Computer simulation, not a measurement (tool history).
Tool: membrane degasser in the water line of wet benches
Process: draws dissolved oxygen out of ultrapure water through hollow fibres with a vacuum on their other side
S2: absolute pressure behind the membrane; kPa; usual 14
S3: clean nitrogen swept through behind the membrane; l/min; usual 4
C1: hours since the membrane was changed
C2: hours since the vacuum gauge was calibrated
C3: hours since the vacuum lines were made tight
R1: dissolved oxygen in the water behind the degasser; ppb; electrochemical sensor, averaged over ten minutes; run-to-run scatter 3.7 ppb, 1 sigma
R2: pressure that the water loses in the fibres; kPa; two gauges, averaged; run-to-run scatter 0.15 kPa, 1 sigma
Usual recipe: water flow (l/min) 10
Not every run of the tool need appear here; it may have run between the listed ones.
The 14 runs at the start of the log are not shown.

{"run": 15, "hour": 700.4, "water flow (l/min)": 10, "S2": 14.6, "S3": 4, "C1": 2723, "C2": 137, "C3": 180, "R1": 394.7, "R2": 27.96}
{"run": 16, "hour": 745.7, "water flow (l/min)": 10, "S2": 14.6, "S3": 4, "C1": 2768, "C2": 183, "C3": 226, "R1": 396, "R2": 28.03}
{"run": 17, "hour": 776.5, "water flow (l/min)": 14, "S2": 8.7, "S3": 4, "C1": 2799, "C2": 213, "C3": 256, "R1": 576.7, "R2": 39.14}
{"hour": 789.5, "done": "vacuum gauge calibrated, once more"}
{"run": 18, "hour": 814.5, "water flow (l/min)": 10, "S2": 14, "S3": 2.71, "C1": 2836, "C2": 25, "C3": 294, "R1": 408.5, "R2": 27.91}
{"run": 19, "hour": 862.8, "water flow (l/min)": 10, "S2": 18.8, "S3": 5.38, "C1": 2885, "C2": 73, "C3": 342, "R1": 390, "R2": 27.64}
{"run": 20, "hour": 915.6, "water flow (l/min)": 10, "S2": 18.8, "S3": 5.38, "C1": 2937, "C2": 126, "C3": 395, "R1": 394.7, "R2": 27.96}
{"run": 21, "hour": 951.0, "water flow (l/min)": 10, "S2": 18.8, "S3": 5.38, "C1": 2973, "C2": 162, "C3": 430, "R1": 391.8, "R2": 27.81}
{"run": 22, "hour": 990.6, "water flow (l/min)": 10, "S2": 18.8, "S3": 5.38, "C1": 3012, "C2": 201, "C3": 470, "R1": 389.8, "R2": 27.82}
{"run": 23, "hour": 1043.0, "water flow (l/min)": 16, "S2": 18.8, "S3": 5.38, "C1": 3065, "C2": 254, "C3": 522, "R1": 736.6, "R2": 44.78}
{"run": 24, "hour": 1106.9, "water flow (l/min)": 16, "S2": 18.8, "S3": 5.38, "C1": 3129, "C2": 317, "C3": 586, "R1": 725.5, "R2": 44.47}
{"run": 25, "hour": 1150.8, "water flow (l/min)": 13, "S2": 18.8, "S3": 5, "C1": 3173, "C2": 361, "C3": 630, "R1": 568.3, "R2": 36.34}
{"run": 26, "hour": 1192.3, "water flow (l/min)": 10, "S2": 28.9, "S3": 5, "C1": 3214, "C2": 403, "C3": 672, "R1": 449.9, "R2": 27.96}
{"run": 27, "hour": 1236.6, "water flow (l/min)": 12, "S2": 8.5, "S3": 7.13, "C1": 3258, "C2": 447, "C3": 716, "R1": 444.8, "R2": 33.27}
{"run": 28, "hour": 1280.4, "water flow (l/min)": 12, "S2": 8.5, "S3": 7.13, "C1": 3302, "C2": 491, "C3": 760, "R1": 448.7, "R2": 33.24}
{"run": 29, "hour": 1331.4, "water flow (l/min)": 10, "S2": 11.1, "S3": 4, "C1": 3353, "C2": 542, "C3": 811, "R1": 371.6, "R2": 27.99}
{"run": 30, "hour": 1390.6, "water flow (l/min)": 10, "S2": 14.7, "S3": 11.8, "C1": 3412, "C2": 601, "C3": 870, "R1": 353.8, "R2": 27.99}
{"run": 31, "hour": 1442.7, "water flow (l/min)": 13, "S2": 14, "S3": 2.06, "C1": 3465, "C2": 653, "C3": 922, "R1": 631.7, "R2": 36.52}
{"run": 32, "hour": 1486.5, "water flow (l/min)": 13, "S2": 14, "S3": 2.06, "C1": 3508, "C2": 697, "C3": 966, "R1": 640.3, "R2": 36.24}

Consider 3 possible next runs. They are alternatives, not a sequence: every one starts from the tool as it was left by run 32. What does each give?
{"run": "A", "hour": 1542.7, "water flow (l/min)": 10, "S2": 14, "S3": 7.11, "C1": 3565, "C2": 753, "C3": 1022, "R1": "?", "R2": "?"}
{"run": "B", "hour": 1542.7, "water flow (l/min)": 7, "S2": 22.4, "S3": 8.04, "C1": 3565, "C2": 753, "C3": 1022, "R1": "?", "R2": "?"}
{"run": "C", "hour": 1542.7, "water flow (l/min)": 10, "S2": 14, "S3": 1.95, "C1": 3565, "C2": 753, "C3": 1022, "R1": "?", "R2": "?"}

run=A R1=361.4 R2=28.05
run=B R1=217.2 R2=19.41
run=C R1=442.2 R2=27.98
Stripped of hidden state, with their random variation kept, the same runs would have yielded:
run=A R1=338.6 R2=27.45
run=B R1=202.1 R2=19
run=C R1=418.4 R2=27.39

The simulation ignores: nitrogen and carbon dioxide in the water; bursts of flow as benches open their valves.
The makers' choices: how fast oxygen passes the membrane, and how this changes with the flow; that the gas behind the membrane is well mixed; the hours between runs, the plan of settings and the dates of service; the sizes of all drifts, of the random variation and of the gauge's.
